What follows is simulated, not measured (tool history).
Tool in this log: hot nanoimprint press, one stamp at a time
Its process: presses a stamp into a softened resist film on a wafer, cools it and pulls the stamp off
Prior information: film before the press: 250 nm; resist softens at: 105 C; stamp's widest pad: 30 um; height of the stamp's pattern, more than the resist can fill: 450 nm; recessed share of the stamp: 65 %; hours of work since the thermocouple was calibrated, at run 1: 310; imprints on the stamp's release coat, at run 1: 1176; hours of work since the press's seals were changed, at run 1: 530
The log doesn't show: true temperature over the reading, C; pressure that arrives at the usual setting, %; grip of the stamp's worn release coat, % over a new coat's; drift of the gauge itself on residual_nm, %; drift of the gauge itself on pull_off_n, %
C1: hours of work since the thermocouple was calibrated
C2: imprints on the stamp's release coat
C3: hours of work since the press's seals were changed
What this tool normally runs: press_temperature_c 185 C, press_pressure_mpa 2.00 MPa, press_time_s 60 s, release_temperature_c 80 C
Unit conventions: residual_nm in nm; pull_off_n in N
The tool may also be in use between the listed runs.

run 1 day=0.000 | press_temperature_c=185 press_pressure_mpa=2.00 press_time_s=60 release_temperature_c=80 | C1=310 C2=1176 C3=530 | residual_nm=108.6 pull_off_n=217
run 2 day=1.167 | press_temperature_c=185 press_pressure_mpa=2.00 press_time_s=30 release_temperature_c=80 | C1=328 C2=1308 C3=548 | residual_nm=139.5 pull_off_n=223
run 3 day=1.696 | press_temperature_c=185 press_pressure_mpa=2.00 press_time_s=30 release_temperature_c=83 | C1=336 C2=1368 C3=557 | residual_nm=138.9 pull_off_n=205
-- day=2.625 stamp cleaned and given a new release coat
run 4 day=2.917 | press_temperature_c=185 press_pressure_mpa=2.00 press_time_s=30 release_temperature_c=83 | C1=351 C2=33 C3=572 | residual_nm=138.9 pull_off_n=159
run 5 day=4.138 | press_temperature_c=185 press_pressure_mpa=2.00 press_time_s=58 release_temperature_c=80 | C1=371 C2=171 C3=591 | residual_nm=112.0 pull_off_n=180
run 6 day=5.396 | press_temperature_c=185 press_pressure_mpa=2.00 press_time_s=58 release_temperature_c=80 | C1=390 C2=314 C3=611 | residual_nm=112.0 pull_off_n=187
run 7 day=6.383 | press_temperature_c=185 press_pressure_mpa=2.00 press_time_s=58 release_temperature_c=80 | C1=406 C2=426 C3=626 | residual_nm=110.9 pull_off_n=196
run 8 day=7.633 | press_temperature_c=185 press_pressure_mpa=2.00 press_time_s=58 release_temperature_c=80 | C1=426 C2=567 C3=646 | residual_nm=112.7 pull_off_n=196
run 9 day=8.362 | press_temperature_c=185 press_pressure_mpa=2.00 press_time_s=58 release_temperature_c=80 | C1=437 C2=650 C3=657 | residual_nm=113.2 pull_off_n=200
run 10 day=9.392 | press_temperature_c=185 press_pressure_mpa=2.00 press_time_s=60 release_temperature_c=80 | C1=453 C2=767 C3=674 | residual_nm=111.9 pull_off_n=204
run 11 day=10.571 | press_temperature_c=185 press_pressure_mpa=2.00 press_time_s=47 release_temperature_c=80 | C1=472 C2=900 C3=692 | residual_nm=120.7 pull_off_n=212
run 12 day=11.354 | press_temperature_c=185 press_pressure_mpa=2.00 press_time_s=47 release_temperature_c=80 | C1=484 C2=989 C3=704 | residual_nm=121.3 pull_off_n=219
run 13 day=12.038 | press_temperature_c=185 press_pressure_mpa=2.00 press_time_s=47 release_temperature_c=80 | C1=495 C2=1066 C3=715 | residual_nm=122.0 pull_off_n=209
run 14 day=12.925 | press_temperature_c=185 press_pressure_mpa=2.00 press_time_s=60 release_temperature_c=80 | C1=509 C2=1167 C3=729 | residual_nm=112.0 pull_off_n=221
-- day=13.500 plate thermocouple calibrated
run 15 day=14.271 | press_temperature_c=185 press_pressure_mpa=2.00 press_time_s=60 release_temperature_c=67 | C1=12 C2=1305 C3=748 | residual_nm=105.0 pull_off_n=294
run 16 day=14.817 | press_temperature_c=189 press_pressure_mpa=2.00 press_time_s=117 release_temperature_c=80 | C1=21 C2=1367 C3=757 | residual_nm=70.7 pull_off_n=205
run 17 day=15.433 | press_temperature_c=189 press_pressure_mpa=2.00 press_time_s=117 release_temperature_c=80 | C1=30 C2=1437 C3=767 | residual_nm=71.3 pull_off_n=224
-- day=15.742 stamp cleaned and given a new release coat
run 18 day=16.629 | press_temperature_c=176 press_pressure_mpa=3.10 press_time_s=59 release_temperature_c=85 | C1=45 C2=101 C3=781 | residual_nm=117.5 pull_off_n=146
run 19 day=17.346 | press_temperature_c=176 press_pressure_mpa=3.10 press_time_s=59 release_temperature_c=85 | C1=56 C2=182 C3=793 | residual_nm=118.9 pull_off_n=149
run 20 day=18.454 | press_temperature_c=176 press_pressure_mpa=3.10 press_time_s=59 release_temperature_c=85 | C1=74 C2=308 C3=810 | residual_nm=119.2 pull_off_n=158
run 21 day=19.646 | press_temperature_c=177 press_pressure_mpa=2.10 press_time_s=53 release_temperature_c=80 | C1=93 C2=443 C3=829 | residual_nm=142.1 pull_off_n=185
run 22 day=20.288 | press_temperature_c=195 press_pressure_mpa=1.59 press_time_s=53 release_temperature_c=80 | C1=103 C2=515 C3=839 | residual_nm=92.2 pull_off_n=185
run 23 day=20.854 | press_temperature_c=174 press_pressure_mpa=2.97 press_time_s=60 release_temperature_c=81 | C1=112 C2=579 C3=848 | residual_nm=129.9 pull_off_n=184
run 24 day=21.954 | press_temperature_c=188 press_pressure_mpa=2.00 press_time_s=60 release_temperature_c=80 | C1=129 C2=704 C3=865 | residual_nm=98.8 pull_off_n=192
run 25 day=23.054 | press_temperature_c=188 press_pressure_mpa=2.00 press_time_s=60 release_temperature_c=80 | C1=146 C2=828 C3=882 | residual_nm=98.0 pull_off_n=195
run 26 day=24.104 | press_temperature_c=183 press_pressure_mpa=3.12 press_time_s=33 release_temperature_c=72 | C1=163 C2=948 C3=899 | residual_nm=119.0 pull_off_n=250
run 27 day=24.962 | press_temperature_c=185 press_pressure_mpa=2.65 press_time_s=60 release_temperature_c=84 | C1=176 C2=1045 C3=912 | residual_nm=94.5 pull_off_n=183
run 28 day=25.633 | press_temperature_c=193 press_pressure_mpa=2.66 press_time_s=60 release_temperature_c=80 | C1=187 C2=1121 C3=923 | residual_nm=75.0 pull_off_n=209
run 29 day=26.771 | press_temperature_c=185 press_pressure_mpa=2.00 press_time_s=34 release_temperature_c=66 | C1=205 C2=1249 C3=941 | residual_nm=132.2 pull_off_n=296

4 ways to go on from here, each from the tool as it stands after run 29. What would each give?
run A day=27.342 | press_temperature_c=174 press_pressure_mpa=1.33 press_time_s=76 release_temperature_c=80 | C1=213 C2=1314 C3=950 | residual_nm=? pull_off_n=?
run B day=27.342 | press_temperature_c=185 press_pressure_mpa=1.62 press_time_s=34 release_temperature_c=66 | C1=213 C2=1314 C3=950 | residual_nm=? pull_off_n=?
run C day=27.342 | press_temperature_c=190 press_pressure_mpa=2.00 press_time_s=113 release_temperature_c=71 | C1=213 C2=1314 C3=950 | residual_nm=? pull_off_n=?
run D day=27.342 | press_temperature_c=179 press_pressure_mpa=2.74 press_time_s=60 release_temperature_c=80 | C1=213 C2=1314 C3=950 | residual_nm=? pull_off_n=?

run=A residual_nm=163.0 pull_off_n=223
run=B residual_nm=144.6 pull_off_n=297
run=C residual_nm=71.0 pull_off_n=281
run=D residual_nm=114.7 pull_off_n=217
Take away the tool's hidden state, keep each run's random variation, and the runs would have read:
run=A residual_nm=157.6 pull_off_n=170
run=B residual_nm=139.5 pull_off_n=228
run=C residual_nm=67.6 pull_off_n=215
run=D residual_nm=108.5 pull_off_n=165

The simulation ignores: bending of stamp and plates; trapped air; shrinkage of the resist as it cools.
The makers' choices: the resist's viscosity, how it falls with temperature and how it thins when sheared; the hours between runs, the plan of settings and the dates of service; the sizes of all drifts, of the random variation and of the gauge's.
